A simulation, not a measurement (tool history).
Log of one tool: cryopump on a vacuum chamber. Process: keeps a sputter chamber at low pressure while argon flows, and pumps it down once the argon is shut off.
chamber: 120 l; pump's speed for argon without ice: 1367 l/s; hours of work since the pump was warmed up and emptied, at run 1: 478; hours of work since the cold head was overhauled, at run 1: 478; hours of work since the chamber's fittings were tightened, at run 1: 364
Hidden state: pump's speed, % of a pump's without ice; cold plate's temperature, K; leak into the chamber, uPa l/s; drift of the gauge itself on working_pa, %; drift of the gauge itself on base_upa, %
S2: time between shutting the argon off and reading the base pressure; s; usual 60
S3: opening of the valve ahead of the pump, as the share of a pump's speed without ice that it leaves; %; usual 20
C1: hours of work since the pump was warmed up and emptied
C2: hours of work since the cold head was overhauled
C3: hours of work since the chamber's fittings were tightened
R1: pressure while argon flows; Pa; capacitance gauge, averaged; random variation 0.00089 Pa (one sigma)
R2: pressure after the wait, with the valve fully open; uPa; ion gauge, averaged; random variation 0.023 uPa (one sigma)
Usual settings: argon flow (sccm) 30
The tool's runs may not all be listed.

run 1 hour=0.0 | argon_flow_(sccm)=30 S2=60 S3=20 | C1=478 C2=478 C3=364 | R1=0.2004 R2=1.54
run 2 hour=10.9 | argon_flow_(sccm)=30 S2=60 S3=20 | C1=485 C2=485 C3=371 | R1=0.2018 R2=1.57
run 3 hour=28.6 | argon_flow_(sccm)=30 S2=60 S3=20 | C1=497 C2=497 C3=382 | R1=0.2000 R2=1.59
run 4 hour=44.9 | argon_flow_(sccm)=30 S2=60 S3=20 | C1=508 C2=508 C3=393 | R1=0.1997 R2=1.63
run 5 hour=57.6 | argon_flow_(sccm)=30 S2=60 S3=20 | C1=516 C2=516 C3=401 | R1=0.2010 R2=1.64
run 6 hour=71.5 | argon_flow_(sccm)=30 S2=60 S3=33 | C1=525 C2=525 C3=410 | R1=0.1289 R2=1.69
run 7 hour=86.3 | argon_flow_(sccm)=30 S2=60 S3=20 | C1=534 C2=534 C3=419 | R1=0.2029 R2=1.72
run 8 hour=98.2 | argon_flow_(sccm)=30 S2=60 S3=20 | C1=542 C2=542 C3=427 | R1=0.2014 R2=1.72
run 9 hour=115.0 | argon_flow_(sccm)=30 S2=60 S3=20 | C1=553 C2=553 C3=438 | R1=0.2033 R2=1.75
run 10 hour=134.2 | argon_flow_(sccm)=30 S2=60 S3=20 | C1=565 C2=565 C3=451 | R1=0.2031 R2=1.81
run 11 hour=155.6 | argon_flow_(sccm)=30 S2=60 S3=20 | C1=579 C2=579 C3=464 | R1=0.2023 R2=1.83
run 12 hour=170.4 | argon_flow_(sccm)=30 S2=60 S3=41 | C1=589 C2=589 C3=474 | R1=0.1083 R2=1.87
run 13 hour=191.9 | argon_flow_(sccm)=30 S2=60 S3=20 | C1=603 C2=603 C3=488 | R1=0.2057 R2=1.94
run 14 hour=213.1 | argon_flow_(sccm)=30 S2=60 S3=20 | C1=617 C2=617 C3=502 | R1=0.2059 R2=1.93
run 15 hour=229.7 | argon_flow_(sccm)=30 S2=60 S3=20 | C1=627 C2=627 C3=512 | R1=0.2059 R2=2.04
run 16 hour=246.8 | argon_flow_(sccm)=30 S2=60 S3=20 | C1=638 C2=638 C3=524 | R1=0.2055 R2=2.06
run 17 hour=261.9 | argon_flow_(sccm)=30 S2=60 S3=20 | C1=648 C2=648 C3=533 | R1=0.2061 R2=2.11

Run 18 comes next. What will it give?
run 18 hour=279.9 | argon_flow_(sccm)=30 S2=60 S3=20 | C1=660 C2=660 C3=545 | R1=? R2=?

R1: 0.2092 Pa
R2: 2.09 uPa
Without the tool's hidden state the same run would have given R1 0.1871 Pa, R2 0.72 uPa.
